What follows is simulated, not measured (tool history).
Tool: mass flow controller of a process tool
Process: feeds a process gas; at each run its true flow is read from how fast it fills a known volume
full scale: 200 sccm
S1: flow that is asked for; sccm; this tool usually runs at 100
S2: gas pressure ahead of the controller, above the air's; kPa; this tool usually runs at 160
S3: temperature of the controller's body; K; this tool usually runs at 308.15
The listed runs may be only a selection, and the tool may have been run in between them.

Run 1, hour 0.0: usual settings. Result: true flow (%) 97.86.
Run 2, hour 50.5: usual settings but S3 306.15 K. Result: true flow (%) 97.57.
Run 3, hour 100.9: usual settings. Result: true flow (%) 97.78.
Run 4, hour 178.0: usual settings. Result: true flow (%) 97.69.
Run 5, hour 265.8: usual settings but S1 53 sccm. Result: true flow (%) 96.12.
Run 6, hour 351.5: usual settings but S1 53 sccm. Result: true flow (%) 96.13.
Run 7, hour 392.6: usual settings. Result: true flow (%) 97.67.
Run 8, hour 440.4: usual settings. Result: true flow (%) 97.68.
At hour 448.9: controller's zero set anew.
Run 9, hour 534.6: usual settings. Result: true flow (%) 97.28.
Run 10, hour 574.9: usual settings. Result: true flow (%) 97.35.
Run 11, hour 660.6: usual settings. Result: true flow (%) 97.29.
Run 12, hour 737.7: usual settings but S2 184 kPa. Result: true flow (%) 97.29.
Run 13, hour 812.0: usual settings but S3 302.15 K. Result: true flow (%) 96.58.
Run 14, hour 885.7: usual settings but S3 302.15 K. Result: true flow (%) 96.52.
At hour 961.5: controller's zero set anew, once more.
Run 15, hour 973.5: usual settings but S3 302.15 K. Result: true flow (%) 97.97.
Run 16, hour 1061.6: usual settings but S1 189 sccm, S2 183 kPa, S3 302.15 K. Result: true flow (%) 99.49.
Run 17, hour 1113.4: usual settings but S2 162 kPa. Result: true flow (%) 98.45.
Run 18, hour 1162.7: usual settings but S2 162 kPa. Result: true flow (%) 98.47.
Run 19, hour 1215.1: usual settings but S1 25 sccm, S2 162 kPa, S3 293.15 K. Result: true flow (%) 95.20.
Run 20, hour 1306.5: usual settings but S1 21 sccm, S2 162 kPa, S3 300.15 K. Result: true flow (%) 95.68.
Run 21, hour 1350.4: usual settings but S1 185 sccm, S2 197 kPa, S3 298.15 K. Result: true flow (%) 99.17.
Run 22, hour 1410.9: usual settings but S1 43 sccm, S2 144 kPa, S3 298.15 K. Result: true flow (%) 95.95.
Run 23, hour 1485.0: usual settings but S1 43 sccm, S2 144 kPa, S3 298.15 K. Result: true flow (%) 95.87.
Run 24, hour 1580.3: usual settings but S1 117 sccm, S3 302.15 K. Result: true flow (%) 97.90.
Run 25, hour 1672.7: usual settings but S1 117 sccm, S2 226 kPa, S3 302.15 K. Result: true flow (%) 98.37.
Run 26, hour 1729.4: usual settings but S1 34 sccm, S3 302.15 K. Result: true flow (%) 95.79.
Run 27, hour 1768.7: usual settings but S1 34 sccm, S3 302.15 K. Result: true flow (%) 95.76.
Run 28, hour 1850.9: usual settings but S1 34 sccm, S2 211 kPa, S3 302.15 K. Result: true flow (%) 96.07.
Run 29, hour 1921.5: usual settings but S1 34 sccm, S2 211 kPa, S3 305.15 K. Result: true flow (%) 96.27.

Alternative continuations, all from the tool just after run 29; predict every row:
Run A, hour 1979.5: usual settings but S1 77 sccm, S2 151 kPa, S3 301.15 K. Result: true flow (%) ?.
Run B, hour 1979.5: usual settings but S1 105 sccm, S2 263 kPa, S3 303.15 K. Result: true flow (%) ?.
Run C, hour 1979.5: usual settings but S1 192 sccm. Result: true flow (%) ?.
Run D, hour 1979.5: usual settings but S1 183 sccm, S2 211 kPa, S3 305.15 K. Result: true flow (%) ?.
Run E, hour 1979.5: usual settings but S1 125 sccm, S2 224 kPa, S3 305.15 K. Result: true flow (%) ?.

run  true flow (%)
  A          96.77
  B          98.47
  C          99.74
  D          99.74
  E          98.76
Without the tool's hidden state the same runs would have given:
run  true flow (%)
  A          97.80
  B          99.36
  C         100.45
  D         100.47
  E          99.59
